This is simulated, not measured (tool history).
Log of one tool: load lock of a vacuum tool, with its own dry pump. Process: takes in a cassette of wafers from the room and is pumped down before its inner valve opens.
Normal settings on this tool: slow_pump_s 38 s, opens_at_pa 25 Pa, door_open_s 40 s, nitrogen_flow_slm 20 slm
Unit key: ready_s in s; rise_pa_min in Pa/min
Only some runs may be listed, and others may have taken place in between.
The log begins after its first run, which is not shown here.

run,hour,slow_pump_s,opens_at_pa,door_open_s,nitrogen_flow_slm,hours that the pump has run since its overhaul,times that the door has closed on its seal,"incoming humidity of the room's air, %",ready_s,rise_pa_min
2,252.5,38,25,40,20,8659,38854,47.5,76.8,0.554
3,782.4,38,25,40,20,9189,40928,46.8,77.3,0.610
4,1309.1,38,25,40,20,9716,42990,45.5,76.7,0.673
# hour 1601.1: door's seal changed, seat wiped
5,1654.0,38,25,40,20,10059,206,43.3,78.8,0.021
6,1902.3,38,25,40,5,10307,1178,46.9,77.4,0.035
7,2210.5,38,25,40,22,10616,2385,45.1,78.6,0.032
8,2524.4,38,25,40,20,10930,3613,51.0,77.9,0.037
9,2794.2,38,25,40,20,11199,4669,42.8,79.8,0.049
# hour 3040.6: dry pump taken out, an overhauled one fitted
10,3083.1,38,25,40,20,43,5776,48.1,70.6,0.058
11,3546.5,38,31,40,20,506,7590,44.0,69.2,0.070
12,3898.2,38,31,40,20,858,8966,45.5,70.5,0.080
13,4232.6,38,31,40,20,1192,10275,44.5,70.3,0.095
14,4572.2,38,25,90,20,1532,11604,46.9,72.6,0.119
15,4818.8,38,25,90,20,1778,12569,48.4,71.8,0.130
16,5163.5,38,34,40,20,2123,13918,47.2,70.4,0.142
17,5576.4,38,34,40,20,2536,15534,46.8,70.1,0.156
18,5935.8,38,27,40,22,2895,16941,46.3,72.8,0.179
19,6376.7,38,27,117,43,3336,18667,46.7,72.3,0.201
20,6844.6,38,27,117,43,3804,20498,39.8,72.6,0.229

For run 21, what comes out?
21,7301.9,38,27,117,43,4261,22288,46.9,?,?

ready_s: 71.3 s
rise_pa_min: 0.255 Pa/min
Take away the tool's hidden state, keep the run-to-run variation as it was, and the same run would have given ready_s 69.3 s, rise_pa_min 0.020 Pa/min.
